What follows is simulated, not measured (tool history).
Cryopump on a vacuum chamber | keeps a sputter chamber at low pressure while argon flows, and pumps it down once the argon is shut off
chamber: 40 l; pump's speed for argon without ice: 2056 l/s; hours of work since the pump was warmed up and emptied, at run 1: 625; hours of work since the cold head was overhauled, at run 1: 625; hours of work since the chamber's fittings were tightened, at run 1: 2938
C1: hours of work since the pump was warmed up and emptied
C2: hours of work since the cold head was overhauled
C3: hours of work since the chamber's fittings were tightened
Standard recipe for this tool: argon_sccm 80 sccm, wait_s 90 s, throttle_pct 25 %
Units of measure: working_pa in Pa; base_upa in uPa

{"run": 1, "hour": 0.0, "argon_sccm": 80, "wait_s": 90, "throttle_pct": 25, "C1": 625, "C2": 625, "C3": 2938, "working_pa": 0.2783, "base_upa": 2.59}
{"run": 2, "hour": 80.8, "argon_sccm": 80, "wait_s": 90, "throttle_pct": 46, "C1": 694, "C2": 694, "C3": 3008, "working_pa": 0.1615, "base_upa": 2.7}
{"hour": 99.5, "done": "pump warmed up, emptied and cooled again"}
{"run": 3, "hour": 183.9, "argon_sccm": 80, "wait_s": 90, "throttle_pct": 25, "C1": 73, "C2": 779, "C3": 3093, "working_pa": 0.2652, "base_upa": 2.29}
{"hour": 242.6, "done": "leaking fittings of the chamber tightened, without venting"}
{"run": 4, "hour": 248.6, "argon_sccm": 80, "wait_s": 90, "throttle_pct": 25, "C1": 127, "C2": 833, "C3": 5, "working_pa": 0.2662, "base_upa": 0.63}
{"run": 5, "hour": 302.9, "argon_sccm": 94, "wait_s": 90, "throttle_pct": 25, "C1": 174, "C2": 880, "C3": 52, "working_pa": 0.3125, "base_upa": 0.64}
{"run": 6, "hour": 378.6, "argon_sccm": 50, "wait_s": 90, "throttle_pct": 25, "C1": 239, "C2": 945, "C3": 117, "working_pa": 0.1674, "base_upa": 0.7}
{"run": 7, "hour": 457.7, "argon_sccm": 80, "wait_s": 130, "throttle_pct": 25, "C1": 307, "C2": 1013, "C3": 186, "working_pa": 0.2702, "base_upa": 0.6}
{"run": 8, "hour": 523.3, "argon_sccm": 80, "wait_s": 130, "throttle_pct": 25, "C1": 364, "C2": 1070, "C3": 242, "working_pa": 0.2731, "base_upa": 0.67}
{"run": 9, "hour": 592.9, "argon_sccm": 80, "wait_s": 130, "throttle_pct": 25, "C1": 424, "C2": 1130, "C3": 302, "working_pa": 0.2716, "base_upa": 0.65}
{"run": 10, "hour": 657.3, "argon_sccm": 80, "wait_s": 90, "throttle_pct": 25, "C1": 479, "C2": 1185, "C3": 358, "working_pa": 0.2724, "base_upa": 0.89}
{"run": 11, "hour": 764.0, "argon_sccm": 80, "wait_s": 90, "throttle_pct": 25, "C1": 571, "C2": 1277, "C3": 450, "working_pa": 0.2793, "base_upa": 0.96}
{"run": 12, "hour": 809.5, "argon_sccm": 80, "wait_s": 90, "throttle_pct": 25, "C1": 611, "C2": 1317, "C3": 489, "working_pa": 0.2767, "base_upa": 0.97}
{"run": 13, "hour": 869.7, "argon_sccm": 80, "wait_s": 112, "throttle_pct": 25, "C1": 663, "C2": 1369, "C3": 541, "working_pa": 0.2789, "base_upa": 0.91}
{"hour": 928.1, "done": "pump warmed up, emptied and cooled again"}
{"run": 14, "hour": 930.8, "argon_sccm": 80, "wait_s": 112, "throttle_pct": 25, "C1": 2, "C2": 1417, "C3": 589, "working_pa": 0.2654, "base_upa": 0.85}
{"run": 15, "hour": 982.4, "argon_sccm": 80, "wait_s": 112, "throttle_pct": 25, "C1": 47, "C2": 1462, "C3": 634, "working_pa": 0.2628, "base_upa": 0.85}
{"run": 16, "hour": 1047.1, "argon_sccm": 150, "wait_s": 40, "throttle_pct": 51, "C1": 103, "C2": 1517, "C3": 690, "working_pa": 0.2486, "base_upa": 1.63}
{"run": 17, "hour": 1108.5, "argon_sccm": 35, "wait_s": 86, "throttle_pct": 16, "C1": 156, "C2": 1570, "C3": 743, "working_pa": 0.1801, "base_upa": 1.05}
{"run": 18, "hour": 1169.2, "argon_sccm": 80, "wait_s": 50, "throttle_pct": 25, "C1": 208, "C2": 1623, "C3": 795, "working_pa": 0.2672, "base_upa": 1.48}
{"run": 19, "hour": 1230.7, "argon_sccm": 53, "wait_s": 79, "throttle_pct": 15, "C1": 261, "C2": 1676, "C3": 848, "working_pa": 0.2962, "base_upa": 1.21}
{"run": 20, "hour": 1292.4, "argon_sccm": 71, "wait_s": 90, "throttle_pct": 25, "C1": 314, "C2": 1729, "C3": 901, "working_pa": 0.2412, "base_upa": 1.16}
{"run": 21, "hour": 1353.8, "argon_sccm": 35, "wait_s": 25, "throttle_pct": 48, "C1": 367, "C2": 1782, "C3": 954, "working_pa": 0.0648, "base_upa": 2.4}
{"run": 22, "hour": 1417.4, "argon_sccm": 46, "wait_s": 90, "throttle_pct": 16, "C1": 422, "C2": 1837, "C3": 1009, "working_pa": 0.2424, "base_upa": 1.27}
{"run": 23, "hour": 1521.5, "argon_sccm": 47, "wait_s": 57, "throttle_pct": 16, "C1": 512, "C2": 1926, "C3": 1099, "working_pa": 0.2498, "base_upa": 1.62}
{"run": 24, "hour": 1570.9, "argon_sccm": 33, "wait_s": 264, "throttle_pct": 19, "C1": 554, "C2": 1969, "C3": 1141, "working_pa": 0.1494, "base_upa": 1.06}
{"run": 25, "hour": 1616.7, "argon_sccm": 33, "wait_s": 264, "throttle_pct": 19, "C1": 594, "C2": 2009, "C3": 1181, "working_pa": 0.1492, "base_upa": 1.11}
{"run": 26, "hour": 1663.6, "argon_sccm": 33, "wait_s": 219, "throttle_pct": 36, "C1": 634, "C2": 2049, "C3": 1221, "working_pa": 0.0815, "base_upa": 1.19}
{"hour": 1750.5, "done": "pump warmed up, emptied and cooled again"}
{"run": 27, "hour": 1769.2, "argon_sccm": 112, "wait_s": 241, "throttle_pct": 21, "C1": 16, "C2": 2136, "C3": 1308, "working_pa": 0.4388, "base_upa": 1.05}

What differs in the tool's unlogged condition from the final listed run ahead of each entry between runs to the first listed run following it?
After run 2, before run 3: pump warmed up, emptied and cooled again (hour 99.5)
  pump's speed, % of a pump's without ice: 78.9 -> 97.7; cold plate's temperature, K: 12.38 -> 12.41; leak into the chamber, uPa l/s: 3531 -> 3627
  measured result minus the result with no hidden state, working_pa: +0.0182 -> +0.0022 Pa; base_upa: +2.05 -> +1.67 uPa
After run 3, before run 4: leaking fittings of the chamber tightened, without venting (hour 242.6)
  pump's speed, % of a pump's without ice: 97.7 -> 96.1; cold plate's temperature, K: 12.41 -> 12.43; leak into the chamber, uPa l/s: 3627 -> 327
  measured result minus the result with no hidden state, working_pa: +0.0022 -> +0.0033 Pa; base_upa: +1.67 -> +0.02 uPa
After run 13, before run 14: pump warmed up, emptied and cooled again (hour 928.1)
  pump's speed, % of a pump's without ice: 80.4 -> 99.5; cold plate's temperature, K: 12.62 -> 12.64; leak into the chamber, uPa l/s: 884 -> 937
  measured result minus the result with no hidden state, working_pa: +0.0171 -> +0.0011 Pa; base_upa: +0.39 -> +0.33 uPa
After run 26, before run 27: pump warmed up, emptied and cooled again (hour 1750.5)
  pump's speed, % of a pump's without ice: 80.6 -> 99.3; cold plate's temperature, K: 12.86 -> 12.88; leak into the chamber, uPa l/s: 1640 -> 1735
  measured result minus the result with no hidden state, working_pa: +0.0071 -> +0.0023 Pa; base_upa: +0.84 -> +0.73 uPa
